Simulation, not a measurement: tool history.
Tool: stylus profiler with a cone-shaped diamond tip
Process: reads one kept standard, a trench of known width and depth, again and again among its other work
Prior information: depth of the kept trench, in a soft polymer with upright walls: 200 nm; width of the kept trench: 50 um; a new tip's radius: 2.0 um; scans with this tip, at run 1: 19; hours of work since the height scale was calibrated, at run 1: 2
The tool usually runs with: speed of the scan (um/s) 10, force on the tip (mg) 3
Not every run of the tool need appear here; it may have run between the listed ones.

run   hour  speed of the scan (um/s)  force on the tip (mg)  scans with this tip  hours of work since the height scale was calibrated  depth of the trench (angstrom)  width of the trench's floor (um)
  1      0                        10                      3                   19                                                    2                          2019.3                             48.24
  2   25.4                        10                   8.83                  157                                                   17                          2038.2                             48.24
  3   40.7                        10                   8.83                  241                                                   25                          2039.1                              48.2
  4   73.9                        10                      3                  421                                                   44                          2019.4                             48.19
  5     90                        10                      3                  509                                                   53                            2020                             48.15
  6  114.4                        33                      3                  642                                                   67                          2019.7                             48.03
  7    141                         2                   5.22                  786                                                   83                          2027.1                             48.16
     143.7  -- height scale calibrated on a step standard
  8  156.7                        11                   4.71                  869                                                    7                          2027.5                             48.13
  9    183                         3                   5.01                 1012                                                   22                          2027.8                             48.11
 10  216.2                         5                   2.78                 1192                                                   41                          2019.4                              48.1
 11  242.2                        30                   8.62                 1334                                                   56                          2039.2                             48.05

Alternative continuations, all from the tool just after run 11; predict every row:
  A  262.3                         5                   1.28                 1443                                                   68                               ?                                 ?
  B  262.3                         4                   2.72                 1443                                                   68                               ?                                 ?
  C  262.3                        18                   3.92                 1443                                                   68                               ?                                 ?
  D  262.3                         5                      3                 1443                                                   68                               ?                                 ?
  E  262.3                        14                   1.92                 1443                                                   68                               ?                                 ?

run  depth of the trench (angstrom)  width of the trench's floor (um)
  A                          2012.5                             48.12
  B                          2020.4                             48.11
  C                          2023.8                             48.01
  D                          2020.7                             48.08
  E                          2016.3                             48.01
Had the tool no hidden state, the same runs would have come out as:
run  depth of the trench (angstrom)  width of the trench's floor (um)
  A                            2010                             48.25
  B                          2017.9                             48.24
  C                          2021.3                             48.14
  D                          2018.2                             48.21
  E                          2013.8                             48.15
